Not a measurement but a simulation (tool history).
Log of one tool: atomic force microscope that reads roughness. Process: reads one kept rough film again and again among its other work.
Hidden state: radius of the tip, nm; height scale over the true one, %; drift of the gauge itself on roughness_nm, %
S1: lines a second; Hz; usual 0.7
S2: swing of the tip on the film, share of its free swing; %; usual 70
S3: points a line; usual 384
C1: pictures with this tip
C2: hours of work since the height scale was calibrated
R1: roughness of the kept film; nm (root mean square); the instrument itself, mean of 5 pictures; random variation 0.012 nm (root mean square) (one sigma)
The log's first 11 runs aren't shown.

run    hour     S1  S2   S3   C1    C2     R1
 12   593.6    0.7  70  384  103  1436  1.486
      617.7  -- new tip fitted
 13   639.1    0.7  70  384   23  1464  2.338
 14   700.7    0.7  70  384   89  1501  1.644
      735.2  -- new tip fitted
      736.2  -- height scale calibrated on a step standard
 15   775.1    0.7  70  360   41    24  2.063
 16   816.9    0.7  70  384   86    49   1.58
        853  -- new tip fitted
 17   894.2    0.7  70  384   44    96  2.031
      971.2  -- new tip fitted
 18   973.5    0.7  70  384    3   144  2.664
 19  1043.3  3.548  70  384   77   187  1.425
     1090.8  -- new tip fitted
 20  1114.4    0.7  70  384   26   230  2.289
 21  1154.1    0.7  70  727   68   254   1.78
     1191.7  -- height scale calibrated on a step standard, once more
 22  1200.7    0.7  70  727  117     5  1.458
     1208.2  -- new tip fitted
 23  1249.4    0.7  70  727   44    35  2.051
 24  1295.8    0.7  70  727   94    63  1.595
     1326.9  -- new tip fitted
 25  1357.9    0.7  70  727   33   101  2.215
 26  1437.1    0.7  70  781  118   149  1.442
     1443.1  -- new tip fitted
 27  1495.9  0.592  70  773   56   185  1.975
     1562.2  -- new tip fitted
 28  1562.7   1.69  82  878    1   225   2.46
 29  1612.4  1.385  82  878   54   255   1.78
 30  1662.6  1.199  70  993  107   286  1.485

Run 31 comes next. What will it give?
     1681.3  -- new tip fitted
 31  1724.5  2.917  83  367  46  323   ?

Run 31 gave R1 1.559 nm (root mean square).
Without the tool's hidden state the same run would have given R1 2.165 nm (root mean square).

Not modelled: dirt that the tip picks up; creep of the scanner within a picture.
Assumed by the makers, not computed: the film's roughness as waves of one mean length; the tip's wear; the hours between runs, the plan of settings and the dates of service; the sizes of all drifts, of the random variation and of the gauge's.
